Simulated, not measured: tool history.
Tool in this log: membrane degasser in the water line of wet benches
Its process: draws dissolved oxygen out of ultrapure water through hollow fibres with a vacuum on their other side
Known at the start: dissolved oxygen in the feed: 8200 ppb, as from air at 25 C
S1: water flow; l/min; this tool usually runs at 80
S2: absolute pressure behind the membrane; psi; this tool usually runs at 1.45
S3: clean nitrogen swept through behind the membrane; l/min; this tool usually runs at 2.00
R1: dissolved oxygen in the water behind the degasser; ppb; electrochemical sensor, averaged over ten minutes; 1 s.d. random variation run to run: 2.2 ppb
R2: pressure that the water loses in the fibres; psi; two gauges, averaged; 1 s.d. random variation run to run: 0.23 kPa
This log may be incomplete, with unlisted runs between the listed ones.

run 1 hour=0.0 | S1=80 S2=1.45 S3=2.00 | R1=518.8 R2=8.119
run 2 hour=129.4 | S1=80 S2=1.45 S3=2.00 | R1=519.3 R2=8.086
run 3 hour=258.8 | S1=80 S2=1.45 S3=2.00 | R1=520.9 R2=8.058
run 4 hour=380.3 | S1=80 S2=1.45 S3=2.00 | R1=520.3 R2=8.042
run 5 hour=524.7 | S1=80 S2=1.45 S3=5.92 | R1=209.7 R2=8.058
run 6 hour=615.3 | S1=86 S2=1.45 S3=2.00 | R1=549.5 R2=8.667
run 7 hour=753.6 | S1=80 S2=3.57 S3=2.00 | R1=1459.7 R2=8.089
run 8 hour=868.4 | S1=80 S2=3.57 S3=2.00 | R1=1457.3 R2=8.008
run 9 hour=1000.7 | S1=80 S2=1.45 S3=2.00 | R1=518.0 R2=8.032
run 10 hour=1083.2 | S1=110 S2=1.45 S3=2.00 | R1=670.1 R2=11.074
run 11 hour=1160.3 | S1=110 S2=1.45 S3=2.00 | R1=660.0 R2=11.087
run 12 hour=1250.2 | S1=110 S2=1.45 S3=2.00 | R1=657.0 R2=11.040
run 13 hour=1333.4 | S1=80 S2=2.09 S3=2.00 | R1=827.3 R2=8.026
run 14 hour=1422.4 | S1=80 S2=2.09 S3=2.00 | R1=828.1 R2=8.025
run 15 hour=1499.2 | S1=80 S2=1.45 S3=2.00 | R1=521.1 R2=8.076
run 16 hour=1593.1 | S1=80 S2=1.45 S3=2.00 | R1=515.1 R2=8.031
run 17 hour=1722.6 | S1=80 S2=1.45 S3=2.00 | R1=522.3 R2=8.022
run 18 hour=1800.9 | S1=80 S2=2.28 S3=2.00 | R1=912.6 R2=8.012
run 19 hour=1941.9 | S1=86 S2=1.45 S3=2.00 | R1=548.0 R2=8.557
run 20 hour=2071.8 | S1=53 S2=1.41 S3=3.20 | R1=239.0 R2=5.255
run 21 hour=2204.5 | S1=80 S2=1.41 S3=0.87 | R1=881.6 R2=7.993
run 22 hour=2328.4 | S1=97 S2=3.03 S3=4.37 | R1=791.7 R2=9.642
run 23 hour=2432.9 | S1=80 S2=2.61 S3=2.00 | R1=1061.2 R2=8.016
run 24 hour=2517.4 | S1=83 S2=1.90 S3=2.00 | R1=754.1 R2=8.198
run 25 hour=2581.5 | S1=55 S2=2.71 S3=2.14 | R1=789.3 R2=5.481
run 26 hour=2673.6 | S1=80 S2=1.10 S3=3.77 | R1=205.0 R2=7.952
run 27 hour=2799.1 | S1=53 S2=1.36 S3=1.32 | R1=476.1 R2=5.294
run 28 hour=2870.9 | S1=50 S2=2.38 S3=1.10 | R1=1056.1 R2=4.947
run 29 hour=2959.1 | S1=50 S2=2.38 S3=1.10 | R1=1045.4 R2=5.005
run 30 hour=3092.3 | S1=113 S2=1.60 S3=1.10 | R1=1114.8 R2=11.178
run 31 hour=3216.9 | S1=75 S2=1.45 S3=0.94 | R1=844.0 R2=7.403
run 32 hour=3286.8 | S1=75 S2=2.71 S3=4.97 | R1=509.0 R2=7.387
run 33 hour=3357.7 | S1=80 S2=1.99 S3=1.77 | R1=851.3 R2=8.163

Not shown: 2 entries that the log had between the listed runs. Between which runs, and how does the tool's hidden state differ before and after?
Run 4 -> run 5: seals of the vacuum lines changed (hour 479.6)
  air that leaks in behind the membrane, l/min: 0.0024 -> 0.002; drift of the gauge itself on loss_of_pressure_kpa, %: -0.28 -> -0.39
  measured less the result without the state, R2: -0.020 -> -0.028 psi
Run 32 -> run 33: gauge calibrated (hour 3325.0)
  drift of the gauge itself on loss_of_pressure_kpa, %: -2.44 -> -0.02
  measured less the result without the state, R2: -0.181 -> +0.003 psi
